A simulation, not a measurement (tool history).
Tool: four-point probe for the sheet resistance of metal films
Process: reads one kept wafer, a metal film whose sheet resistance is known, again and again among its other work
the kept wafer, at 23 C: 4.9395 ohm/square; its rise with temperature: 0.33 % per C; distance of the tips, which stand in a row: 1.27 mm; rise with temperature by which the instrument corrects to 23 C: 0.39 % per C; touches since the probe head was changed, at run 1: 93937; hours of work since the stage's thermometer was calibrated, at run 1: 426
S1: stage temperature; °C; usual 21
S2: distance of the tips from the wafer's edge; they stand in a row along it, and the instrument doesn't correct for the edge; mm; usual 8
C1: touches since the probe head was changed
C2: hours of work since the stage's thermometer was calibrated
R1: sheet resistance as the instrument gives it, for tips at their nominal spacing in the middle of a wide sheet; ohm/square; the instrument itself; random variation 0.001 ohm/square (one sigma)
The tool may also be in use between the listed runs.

run 1 hour=0 | S1=21 S2=8 | C1=93937 C2=426 | R1=5.021191
run 2 hour=36.2 | S1=21 S2=8 | C1=96084 C2=450 | R1=5.022876
run 3 hour=69.3 | S1=21 S2=8 | C1=98045 C2=473 | R1=5.025167
run 4 hour=107.3 | S1=21 S2=8 | C1=100294 C2=499 | R1=5.024728
run 5 hour=155.2 | S1=21 S2=18 | C1=103131 C2=531 | R1=4.973535
run 6 hour=202.7 | S1=21 S2=18 | C1=105946 C2=564 | R1=4.976224
run 7 hour=255.6 | S1=21 S2=3 | C1=109082 C2=600 | R1=5.395906
run 8 hour=301.8 | S1=21 S2=3 | C1=111822 C2=631 | R1=5.398016
run 9 hour=349.9 | S1=21 S2=3 | C1=114671 C2=664 | R1=5.398807
-- hour=352.7 stage's thermometer calibrated
run 10 hour=396.6 | S1=21 S2=3 | C1=117409 C2=30 | R1=5.397357
run 11 hour=441.4 | S1=21 S2=3 | C1=120062 C2=60 | R1=5.40121
run 12 hour=491.3 | S1=28 S2=5 | C1=123017 C2=94 | R1=5.116572
run 13 hour=526.2 | S1=26 S2=10 | C1=125086 C2=118 | R1=4.998758
run 14 hour=577 | S1=26 S2=10 | C1=128096 C2=153 | R1=5.000836
-- hour=600.3 stage's thermometer calibrated, once more
run 15 hour=627.1 | S1=34 S2=6 | C1=131032 C2=18 | R1=5.046119
run 16 hour=652.2 | S1=30 S2=21 | C1=132521 C2=35 | R1=4.952112
run 17 hour=707.3 | S1=32 S2=26 | C1=135786 C2=73 | R1=4.94555

3 ways to go on from here, each from the tool as it stands after run 17. What would each give?
run A hour=732.6 | S1=32 S2=8 | C1=137286 C2=90 | R1=?
run B hour=732.6 | S1=32 S2=17 | C1=137286 C2=90 | R1=?
run C hour=732.6 | S1=30 S2=20 | C1=137286 C2=90 | R1=?

run=A R1=5.004362
run=B R1=4.952406
run=C R1=4.954865
Without the tool's hidden state the same runs would have given:
run=A R1=4.978526
run=B R1=4.926818
run=C R1=4.929259
